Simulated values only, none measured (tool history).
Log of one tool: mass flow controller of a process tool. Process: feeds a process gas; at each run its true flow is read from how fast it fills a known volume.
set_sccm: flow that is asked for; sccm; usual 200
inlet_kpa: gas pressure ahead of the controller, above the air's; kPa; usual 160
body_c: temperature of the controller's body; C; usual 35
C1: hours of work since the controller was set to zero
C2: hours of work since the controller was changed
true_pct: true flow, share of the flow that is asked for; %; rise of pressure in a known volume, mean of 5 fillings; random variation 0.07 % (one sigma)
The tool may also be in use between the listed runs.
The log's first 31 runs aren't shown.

{"run": 32, "hour": 8535.2, "set_sccm": 87, "inlet_kpa": 160, "body_c": 36, "C1": 1598, "C2": 7031, "true_pct": 97.94}
{"run": 33, "hour": 8816.7, "set_sccm": 200, "inlet_kpa": 189, "body_c": 38, "C1": 1695, "C2": 7128, "true_pct": 98.25}
{"run": 34, "hour": 8979.9, "set_sccm": 174, "inlet_kpa": 160, "body_c": 35, "C1": 1752, "C2": 7184, "true_pct": 98.27}
{"run": 35, "hour": 9361.7, "set_sccm": 65, "inlet_kpa": 160, "body_c": 38, "C1": 1884, "C2": 7316, "true_pct": 97.64}
{"run": 36, "hour": 9573.0, "set_sccm": 79, "inlet_kpa": 161, "body_c": 22, "C1": 1957, "C2": 7389, "true_pct": 98.95}
{"run": 37, "hour": 9885.4, "set_sccm": 185, "inlet_kpa": 216, "body_c": 22, "C1": 2064, "C2": 7497, "true_pct": 99.58}
{"run": 38, "hour": 10260.1, "set_sccm": 95, "inlet_kpa": 216, "body_c": 22, "C1": 2194, "C2": 7626, "true_pct": 99.45}
{"run": 39, "hour": 10485.0, "set_sccm": 92, "inlet_kpa": 194, "body_c": 24, "C1": 2271, "C2": 7704, "true_pct": 99.04}
{"run": 40, "hour": 10813.3, "set_sccm": 350, "inlet_kpa": 154, "body_c": 28, "C1": 2385, "C2": 7817, "true_pct": 99.11}
{"run": 41, "hour": 11108.6, "set_sccm": 350, "inlet_kpa": 154, "body_c": 28, "C1": 2487, "C2": 7919, "true_pct": 99.14}
{"run": 42, "hour": 11407.4, "set_sccm": 369, "inlet_kpa": 242, "body_c": 28, "C1": 2590, "C2": 8022, "true_pct": 99.54}
{"run": 43, "hour": 11736.7, "set_sccm": 369, "inlet_kpa": 242, "body_c": 28, "C1": 2704, "C2": 8136, "true_pct": 99.62}
{"run": 44, "hour": 11961.6, "set_sccm": 200, "inlet_kpa": 144, "body_c": 35, "C1": 2781, "C2": 8214, "true_pct": 98.23}

4 ways to go on from here, each from the tool as it stands after run 44. What would each give?
{"run": "A", "hour": 12191.4, "set_sccm": 200, "inlet_kpa": 175, "body_c": 23, "C1": 2861, "C2": 8293, "true_pct": "?"}
{"run": "B", "hour": 12191.4, "set_sccm": 202, "inlet_kpa": 195, "body_c": 35, "C1": 2861, "C2": 8293, "true_pct": "?"}
{"run": "C", "hour": 12191.4, "set_sccm": 200, "inlet_kpa": 144, "body_c": 26, "C1": 2861, "C2": 8293, "true_pct": "?"}
{"run": "D", "hour": 12191.4, "set_sccm": 200, "inlet_kpa": 228, "body_c": 30, "C1": 2861, "C2": 8293, "true_pct": "?"}

run=A true_pct=99.27
run=B true_pct=98.39
run=C true_pct=99.05
run=D true_pct=98.98
Without the tool's hidden state the same runs would have given:
run=A true_pct=99.26
run=B true_pct=98.38
run=C true_pct=99.04
run=D true_pct=98.98

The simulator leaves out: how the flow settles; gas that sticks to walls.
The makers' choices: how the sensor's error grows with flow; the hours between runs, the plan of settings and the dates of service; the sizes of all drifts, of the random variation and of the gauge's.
